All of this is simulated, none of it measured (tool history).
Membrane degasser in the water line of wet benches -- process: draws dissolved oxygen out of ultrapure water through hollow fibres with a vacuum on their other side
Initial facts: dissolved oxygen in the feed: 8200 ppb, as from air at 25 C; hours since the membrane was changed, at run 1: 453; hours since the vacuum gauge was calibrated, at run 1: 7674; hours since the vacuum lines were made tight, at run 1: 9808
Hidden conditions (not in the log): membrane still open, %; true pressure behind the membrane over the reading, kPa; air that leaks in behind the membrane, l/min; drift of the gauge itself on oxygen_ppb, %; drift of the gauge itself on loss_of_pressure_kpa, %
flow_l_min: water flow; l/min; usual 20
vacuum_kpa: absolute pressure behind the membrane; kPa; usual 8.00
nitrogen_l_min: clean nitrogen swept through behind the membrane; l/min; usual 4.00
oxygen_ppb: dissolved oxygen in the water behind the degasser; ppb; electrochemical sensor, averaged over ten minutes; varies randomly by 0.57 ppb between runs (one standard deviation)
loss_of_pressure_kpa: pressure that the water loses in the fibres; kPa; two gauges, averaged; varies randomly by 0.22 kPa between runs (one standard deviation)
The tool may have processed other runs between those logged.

run    hour  flow_l_min  vacuum_kpa  nitrogen_l_min  hours since the membrane was changed  hours since the vacuum gauge was calibrated  hours since the vacuum lines were made tight  oxygen_ppb  loss_of_pressure_kpa
  1     0.0          20        8.00            4.00                                   453                                         7674                                          9808        63.3                 52.36
  2    34.6          20        8.00           11.26                                   488                                         7709                                          9842        25.0                 52.04
       88.3  -- vacuum gauge calibrated
  3    92.4          20        8.00            4.63                                   545                                            4                                          9899        54.0                 52.65
  4   118.3          20        8.00            4.63                                   571                                           30                                          9925        55.6                 52.35
  5   158.2          20        8.00            4.00                                   611                                           70                                          9965        62.6                 52.16
  6   192.1          20        8.00            4.25                                   645                                          104                                          9999        58.8                 52.13
  7   239.7          21        8.00            4.00                                   693                                          151                                         10047        66.3                 54.59
  8   299.7          21        8.00            4.00                                   752                                          211                                         10107        65.8                 55.00
  9   339.4          21        8.00            4.00                                   792                                          251                                         10146        66.7                 55.40
 10   370.1          21        8.00            4.00                                   823                                          282                                         10177        64.8                 55.20
 11   414.9          21        8.00            4.00                                   868                                          327                                         10222        66.7                 54.58
 12   473.2          32        8.00            4.00                                   926                                          385                                         10280       124.7                 83.48
 13   527.4          32        8.00            4.00                                   980                                          439                                         10334       124.8                 83.54
 14   577.9          28        8.00            4.00                                  1031                                          490                                         10385        99.8                 72.60
 15   639.0          25        8.00            4.00                                  1092                                          551                                         10446        84.2                 65.65
 16   675.3          13       19.59           10.74                                  1128                                          587                                         10482        52.7                 34.34
 17   705.2          14       14.16            4.00                                  1158                                          617                                         10512        97.8                 36.68
 18   731.5          25       10.94            4.00                                  1184                                          643                                         10539       128.0                 65.09
 19   780.4          17       14.99            3.49                                  1233                                          692                                         10587       145.4                 44.58
 20   835.6          14        9.99            4.00                                  1288                                          747                                         10643        61.5                 36.43
 21   875.4          14        9.99            4.00                                  1328                                          787                                         10682        62.0                 36.97
 22   923.6          20        7.54            4.00                                  1376                                          835                                         10731        57.3                 52.42
 23   981.0          18        8.97            4.22                                  1434                                          893                                         10788        63.3                 47.59
 24  1033.0          18        6.88            4.17                                  1486                                          945                                         10840        41.3                 47.36
 25  1067.2          17        5.46            2.80                                  1520                                          979                                         10874        36.0                 44.67
 26  1092.4          17        5.46            2.80                                  1545                                         1004                                         10899        35.7                 44.75
 27  1148.5          13        8.00            7.01                                  1601                                         1060                                         10956        24.1                 34.37
 28  1178.2          13        8.00            7.01                                  1631                                         1090                                         10985        23.5                 33.68
 29  1239.7          16        5.58            3.69                                  1693                                         1151                                         11047        27.2                 42.08
 30  1298.6          16        9.93            3.69                                  1751                                         1210                                         11106        75.7                 41.45

Consider 5 possible next runs. They are alternatives, not a sequence: every one starts from the tool as it was left by run 30. What does each give?
  A  1345.0          21       16.18            8.97                                  1798                                         1257                                         11152           ?                     ?
  B  1345.0          20        6.22            4.00                                  1798                                         1257                                         11152           ?                     ?
  C  1345.0          20        4.83            4.00                                  1798                                         1257                                         11152           ?                     ?
  D  1345.0          21        8.89            2.67                                  1798                                         1257                                         11152           ?                     ?
  E  1345.0          28        7.88            2.61                                  1798                                         1257                                         11152           ?                     ?

run  oxygen_ppb  loss_of_pressure_kpa
  A        81.3                 55.03
  B        40.8                 52.29
  C        23.7                 52.66
  D       113.3                 55.10
  E       137.4                 73.67
With no hidden state in the tool, these same runs would have given:
run  oxygen_ppb  loss_of_pressure_kpa
  A        78.2                 54.70
  B        38.6                 51.98
  C        22.1                 52.35
  D       108.8                 54.77
  E       132.8                 73.23
